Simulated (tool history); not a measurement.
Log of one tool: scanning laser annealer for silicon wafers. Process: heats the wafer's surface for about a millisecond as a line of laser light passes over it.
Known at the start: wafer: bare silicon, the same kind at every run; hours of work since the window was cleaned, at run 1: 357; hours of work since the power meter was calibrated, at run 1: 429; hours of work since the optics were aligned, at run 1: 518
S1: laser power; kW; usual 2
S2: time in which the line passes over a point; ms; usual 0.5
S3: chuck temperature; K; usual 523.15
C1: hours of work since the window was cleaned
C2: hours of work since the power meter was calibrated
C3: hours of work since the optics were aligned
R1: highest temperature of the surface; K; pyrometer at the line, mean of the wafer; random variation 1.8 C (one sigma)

run	hour	S1	S2	S3	C1	C2	C3	R1
1	0	2	0.5	523.15	357	429	518	1331.15
2	27.9	1.978	0.5	523.15	368	440	529	1321.15
3	52	2	0.5	523.15	378	450	539	1329.15
4	71.9	2	0.5	523.15	386	458	547	1329.15
5	108.7	2	0.5	523.15	401	473	562	1331.15
6	148.5	1.928	0.5	523.15	417	489	578	1299.15
7	184.6	1.928	0.5	523.15	431	503	592	1298.15
8	205.4	1.928	0.5	523.15	440	512	601	1298.15
9	239.2	1.928	0.5	523.15	453	525	614	1294.15
10	260.3	1.928	0.5	523.15	462	534	623	1296.15
11	277.1	1.928	0.5	523.15	469	540	629	1292.15
12	299.5	2	0.43	523.15	478	550	638	1266.15
13	317.8	2	0.423	523.15	485	557	646	1259.15
14	355.5	2	0.447	523.15	500	572	661	1281.15
15	393.6	2.184	0.447	523.15	516	587	676	1357.15
16	419.9	2	0.5	533.15	526	598	687	1335.15
17	453.5	2	0.5	533.15	540	612	701	1339.15
18	476.8	2	0.5	533.15	549	621	710	1338.15
19	511.1	2	0.5	533.15	563	635	724	1339.15
20	528.3	2	0.366	491.15	570	642	731	1165.15
21	558.5	2	0.366	491.15	582	654	743	1173.15
22	598	1.958	0.402	551.15	598	670	759	1246.15
23	633	2	0.52	523.15	612	684	773	1342.15
24	668.1	1.821	0.478	541.15	626	698	787	1243.15
25	709.3	2.026	0.57	521.15	643	715	804	1396.15
26	730	1.714	0.57	521.15	651	723	812	1243.15
27	758.9	2.154	0.509	546.15	663	735	824	1427.15
28	797.8	2.154	0.43	546.15	679	750	839	1351.15
29	814.6	1.862	0.362	523.15	685	757	846	1142.15
30	849.3	1.925	0.506	561.15	699	771	860	1332.15

Run 31 comes next. What will it give?
# hour 871.3: optics aligned, line set to its width
31	888.8	2.012	0.564	555.15	713	785	7	?

Run 31 gave R1 1425.15 K.
Without the tool's hidden state the same run would have given R1 1437.15 K.
